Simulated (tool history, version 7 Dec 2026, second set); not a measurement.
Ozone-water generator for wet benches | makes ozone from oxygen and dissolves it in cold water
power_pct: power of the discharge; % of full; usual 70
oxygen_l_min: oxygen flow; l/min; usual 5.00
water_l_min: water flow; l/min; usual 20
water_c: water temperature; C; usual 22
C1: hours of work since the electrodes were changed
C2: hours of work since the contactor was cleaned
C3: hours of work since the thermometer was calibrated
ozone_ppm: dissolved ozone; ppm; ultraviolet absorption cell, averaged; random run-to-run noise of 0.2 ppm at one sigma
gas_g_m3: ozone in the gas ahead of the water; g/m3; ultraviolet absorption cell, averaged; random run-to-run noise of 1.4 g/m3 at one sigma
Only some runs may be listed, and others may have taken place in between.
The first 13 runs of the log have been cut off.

run 14 hour=1194.5 | power_pct=86 oxygen_l_min=5.00 water_l_min=20 water_c=22 | C1=3931 C2=2083 C3=1484 | ozone_ppm=32.5 gas_g_m3=298.6
-- hour=1266.3 gauge calibrated
run 15 hour=1267.0 | power_pct=70 oxygen_l_min=5.00 water_l_min=20 water_c=22 | C1=3997 C2=2149 C3=1550 | ozone_ppm=28.1 gas_g_m3=267.1
run 16 hour=1368.5 | power_pct=70 oxygen_l_min=5.00 water_l_min=20 water_c=22 | C1=4089 C2=2241 C3=1642 | ozone_ppm=28.2 gas_g_m3=267.8
run 17 hour=1430.1 | power_pct=81 oxygen_l_min=3.47 water_l_min=15 water_c=22 | C1=4145 C2=2297 C3=1698 | ozone_ppm=37.0 gas_g_m3=343.4
run 18 hour=1521.4 | power_pct=81 oxygen_l_min=3.47 water_l_min=15 water_c=22 | C1=4228 C2=2380 C3=1780 | ozone_ppm=37.5 gas_g_m3=339.7
run 19 hour=1588.4 | power_pct=81 oxygen_l_min=3.47 water_l_min=15 water_c=22 | C1=4289 C2=2440 C3=1841 | ozone_ppm=37.1 gas_g_m3=342.1
run 20 hour=1639.3 | power_pct=45 oxygen_l_min=5.00 water_l_min=20 water_c=22 | C1=4335 C2=2487 C3=1887 | ozone_ppm=21.5 gas_g_m3=203.3
run 21 hour=1702.9 | power_pct=45 oxygen_l_min=5.00 water_l_min=20 water_c=22 | C1=4392 C2=2544 C3=1945 | ozone_ppm=21.5 gas_g_m3=201.0
run 22 hour=1801.7 | power_pct=45 oxygen_l_min=5.00 water_l_min=20 water_c=22 | C1=4482 C2=2634 C3=2035 | ozone_ppm=21.7 gas_g_m3=201.5
run 23 hour=1891.6 | power_pct=82 oxygen_l_min=4.35 water_l_min=27 water_c=16 | C1=4564 C2=2715 C3=2116 | ozone_ppm=24.7 gas_g_m3=307.2
run 24 hour=1964.7 | power_pct=82 oxygen_l_min=4.35 water_l_min=27 water_c=16 | C1=4630 C2=2782 C3=2183 | ozone_ppm=24.7 gas_g_m3=306.5
run 25 hour=2085.9 | power_pct=80 oxygen_l_min=2.59 water_l_min=18 water_c=16 | C1=4740 C2=2892 C3=2293 | ozone_ppm=31.8 gas_g_m3=375.2
-- hour=2142.5 contactor cleaned
run 26 hour=2170.0 | power_pct=80 oxygen_l_min=8.42 water_l_min=22 water_c=16 | C1=4813 C2=25 C3=2365 | ozone_ppm=32.5 gas_g_m3=230.0
run 27 hour=2275.6 | power_pct=64 oxygen_l_min=4.24 water_l_min=14 water_c=17 | C1=4908 C2=121 C3=2461 | ozone_ppm=37.1 gas_g_m3=264.4
run 28 hour=2365.2 | power_pct=70 oxygen_l_min=5.00 water_l_min=27 water_c=22 | C1=4990 C2=202 C3=2542 | ozone_ppm=21.3 gas_g_m3=262.3
run 29 hour=2433.4 | power_pct=70 oxygen_l_min=5.00 water_l_min=27 water_c=22 | C1=5052 C2=264 C3=2604 | ozone_ppm=21.4 gas_g_m3=259.6
run 30 hour=2493.6 | power_pct=47 oxygen_l_min=5.00 water_l_min=18 water_c=22 | C1=5106 C2=319 C3=2659 | ozone_ppm=23.6 gas_g_m3=203.8
run 31 hour=2604.5 | power_pct=77 oxygen_l_min=5.00 water_l_min=15 water_c=26 | C1=5207 C2=419 C3=2760 | ozone_ppm=34.8 gas_g_m3=273.6
run 32 hour=2678.5 | power_pct=77 oxygen_l_min=5.00 water_l_min=15 water_c=26 | C1=5274 C2=486 C3=2827 | ozone_ppm=35.1 gas_g_m3=275.6

Branching from run 32: 5 alternative next runs. What would each branch give?
run A hour=2754.7 | power_pct=70 oxygen_l_min=5.00 water_l_min=20 water_c=14 | C1=5343 C2=555 C3=2896 | ozone_ppm=? gas_g_m3=?
run B hour=2754.7 | power_pct=47 oxygen_l_min=5.00 water_l_min=20 water_c=22 | C1=5343 C2=555 C3=2896 | ozone_ppm=? gas_g_m3=?
run C hour=2754.7 | power_pct=70 oxygen_l_min=3.09 water_l_min=20 water_c=22 | C1=5343 C2=555 C3=2896 | ozone_ppm=? gas_g_m3=?
run D hour=2754.7 | power_pct=88 oxygen_l_min=5.00 water_l_min=20 water_c=22 | C1=5343 C2=555 C3=2896 | ozone_ppm=? gas_g_m3=?
run E hour=2754.7 | power_pct=97 oxygen_l_min=2.87 water_l_min=15 water_c=28 | C1=5343 C2=555 C3=2896 | ozone_ppm=? gas_g_m3=?

run=A ozone_ppm=31.7 gas_g_m3=259.7
run=B ozone_ppm=22.1 gas_g_m3=200.4
run=C ozone_ppm=26.3 gas_g_m3=318.1
run=D ozone_ppm=32.1 gas_g_m3=301.5
run=E ozone_ppm=37.4 gas_g_m3=396.1
Without the tool's unlogged condition, the same runs would have read:
run=A ozone_ppm=31.7 gas_g_m3=269.6
run=B ozone_ppm=22.1 gas_g_m3=208.0
run=C ozone_ppm=26.3 gas_g_m3=330.2
run=D ozone_ppm=32.2 gas_g_m3=313.0
run=E ozone_ppm=37.5 gas_g_m3=411.4

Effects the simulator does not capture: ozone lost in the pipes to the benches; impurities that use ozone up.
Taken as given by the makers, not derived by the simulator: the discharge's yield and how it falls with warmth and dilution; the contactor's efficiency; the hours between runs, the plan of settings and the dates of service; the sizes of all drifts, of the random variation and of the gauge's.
